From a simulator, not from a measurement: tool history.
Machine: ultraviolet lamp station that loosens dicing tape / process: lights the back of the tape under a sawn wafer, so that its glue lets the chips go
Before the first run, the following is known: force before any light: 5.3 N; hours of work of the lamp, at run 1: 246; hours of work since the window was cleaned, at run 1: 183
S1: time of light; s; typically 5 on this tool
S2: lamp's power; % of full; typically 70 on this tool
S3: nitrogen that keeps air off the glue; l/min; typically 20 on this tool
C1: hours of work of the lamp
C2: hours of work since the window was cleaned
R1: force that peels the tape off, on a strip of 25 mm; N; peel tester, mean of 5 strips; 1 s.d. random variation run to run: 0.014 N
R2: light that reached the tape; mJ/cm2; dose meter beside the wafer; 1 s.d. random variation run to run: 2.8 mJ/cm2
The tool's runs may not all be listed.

| run | day | S1 | S2 | S3 | C1 | C2 | R1 | R2 |
|---|---|---|---|---|---|---|---|---|
| 1 | 0 | 5 | 70 | 20 | 246 | 183 | 0.758 | 358 |
| 2 | 0.596 | 2 | 70 | 20 | 255 | 192 | 2.413 | 143 |
| 3 | 0.925 | 2 | 70 | 20 | 260 | 197 | 2.321 | 144 |
| 4 | 1.5 | 2 | 70 | 20 | 268 | 206 | 2.353 | 143 |
| 5 | 1.854 | 2 | 70 | 20 | 274 | 211 | 2.405 | 140 |
| 6 | 2.438 | 2 | 70 | 20 | 282 | 220 | 2.318 | 141 |
| 7 | 2.95 | 2 | 70 | 20 | 290 | 228 | 2.296 | 143 |
| 8 | 3.225 | 3 | 70 | 20 | 294 | 232 | 1.577 | 209 |
| 9 | 3.583 | 5 | 65 | 20 | 300 | 237 | 0.891 | 329 |
| 10 | 3.908 | 5 | 70 | 20 | 305 | 242 | 0.787 | 347 |
|  | 3.971 | window cleaned of glue's vapour |
| 11 | 4.208 | 5 | 70 | 20 | 309 | 4 | 0.838 | 344 |
| 12 | 4.779 | 5 | 64 | 20 | 317 | 12 | 0.89 | 315 |
| 13 | 5.138 | 8 | 64 | 25 | 323 | 18 | 0.417 | 502 |
| 14 | 5.704 | 8 | 64 | 25 | 331 | 26 | 0.385 | 499 |
| 15 | 6.033 | 8 | 81 | 40 | 336 | 31 | 0.237 | 631 |
| 16 | 6.6 | 8 | 91 | 20 | 345 | 40 | 0.236 | 709 |
|  | 6.925 | window cleaned of glue's vapour, once more |
| 17 | 6.925 | 8 | 91 | 20 | 350 | 0 | 0.226 | 731 |
| 18 | 7.225 | 8 | 91 | 20 | 354 | 5 | 0.229 | 732 |
| 19 | 7.625 | 9 | 60 | 21 | 360 | 11 | 0.359 | 548 |
| 20 | 8.142 | 9 | 60 | 21 | 368 | 18 | 0.365 | 542 |
| 21 | 8.633 | 4 | 75 | 6 | 375 | 26 | 1.451 | 296 |

Estimate the outcome of run 22 from the log above:
| 22 | 8.883 | 4 | 75 | 6 | 379 | 30 | ? | ? |

R1: 1.514 N
R2: 300 mJ/cm2
Take away the tool's hidden state, keep the run-to-run variation as it was, and the same run would have given R1 1.272 N, R2 343 mJ/cm2.
